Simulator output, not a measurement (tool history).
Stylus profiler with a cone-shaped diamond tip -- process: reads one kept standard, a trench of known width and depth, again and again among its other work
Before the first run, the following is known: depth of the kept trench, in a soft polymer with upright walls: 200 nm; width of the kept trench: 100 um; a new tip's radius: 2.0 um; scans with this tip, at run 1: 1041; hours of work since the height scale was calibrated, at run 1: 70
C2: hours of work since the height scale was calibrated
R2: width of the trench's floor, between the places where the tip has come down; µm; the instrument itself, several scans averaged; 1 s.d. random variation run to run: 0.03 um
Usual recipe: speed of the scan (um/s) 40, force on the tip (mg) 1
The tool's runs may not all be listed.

{"run": 1, "hour": 0.0, "speed of the scan (um/s)": 40, "force on the tip (mg)": 1, "scans with this tip": 1041, "C2": 70, "depth of the trench (Å)": 2011.6, "R2": 98.05}
{"run": 2, "hour": 14.9, "speed of the scan (um/s)": 40, "force on the tip (mg)": 1, "scans with this tip": 1144, "C2": 77, "depth of the trench (Å)": 2012.5, "R2": 98.03}
{"run": 3, "hour": 25.1, "speed of the scan (um/s)": 40, "force on the tip (mg)": 1, "scans with this tip": 1214, "C2": 82, "depth of the trench (Å)": 2011.6, "R2": 97.99}
{"run": 4, "hour": 38.8, "speed of the scan (um/s)": 40, "force on the tip (mg)": 1, "scans with this tip": 1308, "C2": 88, "depth of the trench (Å)": 2011.3, "R2": 97.96}
{"run": 5, "hour": 54.9, "speed of the scan (um/s)": 40, "force on the tip (mg)": 1, "scans with this tip": 1419, "C2": 95, "depth of the trench (Å)": 2012.3, "R2": 97.97}
{"run": 6, "hour": 64.4, "speed of the scan (um/s)": 40, "force on the tip (mg)": 1, "scans with this tip": 1484, "C2": 100, "depth of the trench (Å)": 2011.3, "R2": 97.99}
{"run": 7, "hour": 73.6, "speed of the scan (um/s)": 40, "force on the tip (mg)": 1, "scans with this tip": 1547, "C2": 104, "depth of the trench (Å)": 2011.7, "R2": 97.98}
{"run": 8, "hour": 89.4, "speed of the scan (um/s)": 40, "force on the tip (mg)": 1, "scans with this tip": 1656, "C2": 111, "depth of the trench (Å)": 2010.8, "R2": 98.01}
{"run": 9, "hour": 101.0, "speed of the scan (um/s)": 40, "force on the tip (mg)": 1, "scans with this tip": 1736, "C2": 117, "depth of the trench (Å)": 2011.5, "R2": 97.96}
{"run": 10, "hour": 113.9, "speed of the scan (um/s)": 40, "force on the tip (mg)": 1, "scans with this tip": 1824, "C2": 123, "depth of the trench (Å)": 2011.7, "R2": 97.96}
{"run": 11, "hour": 125.6, "speed of the scan (um/s)": 40, "force on the tip (mg)": 1, "scans with this tip": 1905, "C2": 128, "depth of the trench (Å)": 2011.2, "R2": 97.97}
{"run": 12, "hour": 134.3, "speed of the scan (um/s)": 40, "force on the tip (mg)": 1.34, "scans with this tip": 1965, "C2": 132, "depth of the trench (Å)": 2013.7, "R2": 97.97}
{"run": 13, "hour": 151.2, "speed of the scan (um/s)": 40, "force on the tip (mg)": 1, "scans with this tip": 2081, "C2": 140, "depth of the trench (Å)": 2011.7, "R2": 97.97}
{"hour": 153.4, "done": "height scale calibrated on a step standard"}
{"run": 14, "hour": 171.7, "speed of the scan (um/s)": 40, "force on the tip (mg)": 1, "scans with this tip": 2218, "C2": 8, "depth of the trench (Å)": 2010.1, "R2": 97.97}
{"run": 15, "hour": 189.0, "speed of the scan (um/s)": 40, "force on the tip (mg)": 1, "scans with this tip": 2337, "C2": 16, "depth of the trench (Å)": 2009.9, "R2": 97.95}
{"run": 16, "hour": 199.1, "speed of the scan (um/s)": 40, "force on the tip (mg)": 1, "scans with this tip": 2406, "C2": 21, "depth of the trench (Å)": 2010.5, "R2": 97.94}
{"run": 17, "hour": 215.3, "speed of the scan (um/s)": 40, "force on the tip (mg)": 1, "scans with this tip": 2518, "C2": 29, "depth of the trench (Å)": 2011, "R2": 97.94}
{"run": 18, "hour": 228.6, "speed of the scan (um/s)": 40, "force on the tip (mg)": 1, "scans with this tip": 2610, "C2": 35, "depth of the trench (Å)": 2011.4, "R2": 97.94}
{"run": 19, "hour": 240.4, "speed of the scan (um/s)": 40, "force on the tip (mg)": 1, "scans with this tip": 2690, "C2": 40, "depth of the trench (Å)": 2010.2, "R2": 97.95}
{"run": 20, "hour": 255.1, "speed of the scan (um/s)": 71, "force on the tip (mg)": 2.13, "scans with this tip": 2792, "C2": 47, "depth of the trench (Å)": 2018.3, "R2": 97.94}
{"run": 21, "hour": 271.2, "speed of the scan (um/s)": 15, "force on the tip (mg)": 1.64, "scans with this tip": 2902, "C2": 54, "depth of the trench (Å)": 2015.9, "R2": 98.06}
{"hour": 280.4, "done": "height scale calibrated on a step standard, once more"}
{"run": 22, "hour": 288.0, "speed of the scan (um/s)": 59, "force on the tip (mg)": 0.62, "scans with this tip": 3014, "C2": 4, "depth of the trench (Å)": 2008.3, "R2": 97.81}
{"run": 23, "hour": 306.8, "speed of the scan (um/s)": 10, "force on the tip (mg)": 1, "scans with this tip": 3144, "C2": 12, "depth of the trench (Å)": 2010.9, "R2": 98.02}
{"run": 24, "hour": 319.4, "speed of the scan (um/s)": 153, "force on the tip (mg)": 1, "scans with this tip": 3231, "C2": 18, "depth of the trench (Å)": 2011.4, "R2": 97.52}
{"run": 25, "hour": 336.1, "speed of the scan (um/s)": 41, "force on the tip (mg)": 0.7, "scans with this tip": 3345, "C2": 26, "depth of the trench (Å)": 2008.3, "R2": 97.87}
{"run": 26, "hour": 350.7, "speed of the scan (um/s)": 28, "force on the tip (mg)": 0.7, "scans with this tip": 3445, "C2": 33, "depth of the trench (Å)": 2009.5, "R2": 97.93}
{"run": 27, "hour": 360.0, "speed of the scan (um/s)": 88, "force on the tip (mg)": 1.92, "scans with this tip": 3510, "C2": 37, "depth of the trench (Å)": 2016.4, "R2": 97.77}
{"run": 28, "hour": 379.7, "speed of the scan (um/s)": 88, "force on the tip (mg)": 1.92, "scans with this tip": 3645, "C2": 46, "depth of the trench (Å)": 2017.8, "R2": 97.82}
{"run": 29, "hour": 392.9, "speed of the scan (um/s)": 88, "force on the tip (mg)": 1.92, "scans with this tip": 3736, "C2": 52, "depth of the trench (Å)": 2016.8, "R2": 97.78}
{"run": 30, "hour": 409.4, "speed of the scan (um/s)": 46, "force on the tip (mg)": 0.67, "scans with this tip": 3849, "C2": 60, "depth of the trench (Å)": 2008.4, "R2": 97.83}
{"run": 31, "hour": 418.3, "speed of the scan (um/s)": 46, "force on the tip (mg)": 0.67, "scans with this tip": 3910, "C2": 64, "depth of the trench (Å)": 2007.9, "R2": 97.9}
{"run": 32, "hour": 439.3, "speed of the scan (um/s)": 46, "force on the tip (mg)": 0.67, "scans with this tip": 4055, "C2": 74, "depth of the trench (Å)": 2007.9, "R2": 97.75}
{"run": 33, "hour": 457.7, "speed of the scan (um/s)": 61, "force on the tip (mg)": 0.73, "scans with this tip": 4181, "C2": 82, "depth of the trench (Å)": 2007.9, "R2": 97.75}
{"run": 34, "hour": 470.5, "speed of the scan (um/s)": 52, "force on the tip (mg)": 0.49, "scans with this tip": 4269, "C2": 88, "depth of the trench (Å)": 2005.9, "R2": 97.71}

Here are 3 independent what-if runs from the current tool condition. What would each one return?
{"run": "A", "hour": 481.9, "speed of the scan (um/s)": 138, "force on the tip (mg)": 0.74, "scans with this tip": 4347, "C2": 93, "depth of the trench (Å)": "?", "R2": "?"}
{"run": "B", "hour": 481.9, "speed of the scan (um/s)": 100, "force on the tip (mg)": 2.31, "scans with this tip": 4347, "C2": 93, "depth of the trench (Å)": "?", "R2": "?"}
{"run": "C", "hour": 481.9, "speed of the scan (um/s)": 71, "force on the tip (mg)": 1.89, "scans with this tip": 4347, "C2": 93, "depth of the trench (Å)": "?", "R2": "?"}

run=A depth_of_the_trench_(Å)=2008.2 R2=97.37
run=B depth_of_the_trench_(Å)=2019.7 R2=97.82
run=C depth_of_the_trench_(Å)=2017.7 R2=97.79
Take away the tool's hidden state, keep each run's random variation, and the runs would have read:
run=A depth_of_the_trench_(Å)=2009.4 R2=97.61
run=B depth_of_the_trench_(Å)=2020.9 R2=98.06
run=C depth_of_the_trench_(Å)=2018.9 R2=98.03
